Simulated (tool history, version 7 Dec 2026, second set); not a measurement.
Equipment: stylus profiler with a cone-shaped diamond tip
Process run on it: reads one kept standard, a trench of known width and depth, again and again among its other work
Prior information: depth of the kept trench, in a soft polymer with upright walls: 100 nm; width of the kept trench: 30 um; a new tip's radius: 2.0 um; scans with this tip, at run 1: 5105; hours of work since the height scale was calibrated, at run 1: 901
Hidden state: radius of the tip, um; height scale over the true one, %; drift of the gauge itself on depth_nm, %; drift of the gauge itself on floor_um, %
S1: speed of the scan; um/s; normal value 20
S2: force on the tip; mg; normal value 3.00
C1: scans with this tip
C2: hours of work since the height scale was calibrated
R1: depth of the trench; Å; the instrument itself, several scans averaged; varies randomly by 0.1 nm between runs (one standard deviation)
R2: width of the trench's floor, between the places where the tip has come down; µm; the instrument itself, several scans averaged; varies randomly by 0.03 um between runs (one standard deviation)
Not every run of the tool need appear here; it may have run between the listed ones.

Run 1, day 0.000: usual settings; C1 5105; C2 901. Result: R1 1013.7 Å, R2 28.61 µm.
Run 2, day 1.921: usual settings but S2 7.27 mg; C1 5290; C2 934. Result: R1 1021.8 Å, R2 28.63 µm.
Run 3, day 3.612: usual settings but S2 7.27 mg; C1 5453; C2 962. Result: R1 1020.7 Å, R2 28.63 µm.
Run 4, day 6.554: usual settings but S1 6 um/s, S2 7.27 mg; C1 5737; C2 1013. Result: R1 1021.5 Å, R2 28.60 µm.
Run 5, day 8.979: usual settings but S1 6 um/s, S2 7.27 mg; C1 5970; C2 1054. Result: R1 1022.1 Å, R2 28.67 µm.
Run 6, day 11.904: usual settings but S1 6 um/s, S2 7.27 mg; C1 6252; C2 1104. Result: R1 1021.0 Å, R2 28.62 µm.
Run 7, day 15.046: usual settings but S1 6 um/s, S2 7.27 mg; C1 6555; C2 1157. Result: R1 1021.5 Å, R2 28.60 µm.
Run 8, day 16.446: usual settings but S1 6 um/s, S2 1.20 mg; C1 6690; C2 1181. Result: R1 1007.8 Å, R2 28.61 µm.
Run 9, day 17.804: usual settings but S1 6 um/s, S2 1.20 mg; C1 6821; C2 1204. Result: R1 1009.6 Å, R2 28.56 µm.
Run 10, day 19.933: usual settings but S1 11 um/s; C1 7026; C2 1240. Result: R1 1014.4 Å, R2 28.61 µm.
Run 11, day 21.496: usual settings but S1 69 um/s, S2 4.51 mg; C1 7177; C2 1267. Result: R1 1018.5 Å, R2 28.31 µm.
Run 12, day 23.033: usual settings but S2 1.19 mg; C1 7325; C2 1293. Result: R1 1010.0 Å, R2 28.47 µm.
Run 13, day 24.738: usual settings but S1 22 um/s, S2 1.88 mg; C1 7489; C2 1322. Result: R1 1013.5 Å, R2 28.47 µm.
Run 14, day 26.654: usual settings but S1 12 um/s; C1 7674; C2 1354. Result: R1 1015.8 Å, R2 28.54 µm.
Run 15, day 29.179: usual settings but S1 12 um/s; C1 7917; C2 1397. Result: R1 1016.8 Å, R2 28.52 µm.
Run 16, day 30.446: usual settings but S1 6 um/s, S2 1.17 mg; C1 8040; C2 1419. Result: R1 1012.4 Å, R2 28.59 µm.
Run 17, day 33.529: usual settings but S1 25 um/s, S2 5.66 mg; C1 8337; C2 1471. Result: R1 1019.4 Å, R2 28.55 µm.

Predict each of these 3 candidate next runs independently; none follows another, all start after run 17:
Run A, day 35.871: usual settings but S1 49 um/s, S2 7.06 mg; C1 8563; C2 1511. Result: R1 ?, R2 ?.
Run B, day 35.871: usual settings but S2 2.87 mg; C1 8563; C2 1511. Result: R1 ?, R2 ?.
Run C, day 35.871: usual settings but S1 14 um/s, S2 1.43 mg; C1 8563; C2 1511. Result: R1 ?, R2 ?.

run      R1     R2
  A  1022.9  28.46
  B  1017.0  28.50
  C  1012.2  28.51
With the hidden condition removed and each run's random variation left untouched, the same runs would have given:
run      R1     R2
  A  1015.0  28.61
  B  1009.1  28.66
  C  1004.4  28.66
